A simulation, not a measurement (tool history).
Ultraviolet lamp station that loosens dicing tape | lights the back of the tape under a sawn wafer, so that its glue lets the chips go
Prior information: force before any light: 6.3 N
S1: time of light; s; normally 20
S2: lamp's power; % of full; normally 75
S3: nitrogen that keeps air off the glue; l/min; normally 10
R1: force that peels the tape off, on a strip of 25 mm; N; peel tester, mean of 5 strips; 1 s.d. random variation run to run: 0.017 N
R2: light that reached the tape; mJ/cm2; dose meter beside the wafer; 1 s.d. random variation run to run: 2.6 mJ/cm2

run,hour,S1,S2,S3,R1,R2
1,0.0,20,75,10,0.899,305
2,13.7,20,75,10,0.887,309
3,31.6,20,75,10,0.904,306
4,57.1,20,75,10,0.917,302
5,74.3,20,62,10,1.339,250
6,103.0,20,62,10,1.242,245
7,123.6,20,62,10,1.281,246
8,146.5,22,75,10,0.801,332
9,162.7,25,75,10,0.617,371
10,185.1,25,75,10,0.626,370
11,215.0,25,75,10,0.641,368
12,229.9,25,75,10,0.616,369
13,255.6,20,75,10,0.996,294
14,278.5,20,75,10,0.974,289
15,307.9,20,75,5,1.373,288
16,325.7,19,75,10,1.098,270
17,352.4,10,75,10,2.496,143

Predict the results of run 18:
18,367.9,10,72,10,?,?

R1: 2.619 N
R2: 135 mJ/cm2
With no hidden state in the tool, this same run would have given R1 2.327 N, R2 154 mJ/cm2.

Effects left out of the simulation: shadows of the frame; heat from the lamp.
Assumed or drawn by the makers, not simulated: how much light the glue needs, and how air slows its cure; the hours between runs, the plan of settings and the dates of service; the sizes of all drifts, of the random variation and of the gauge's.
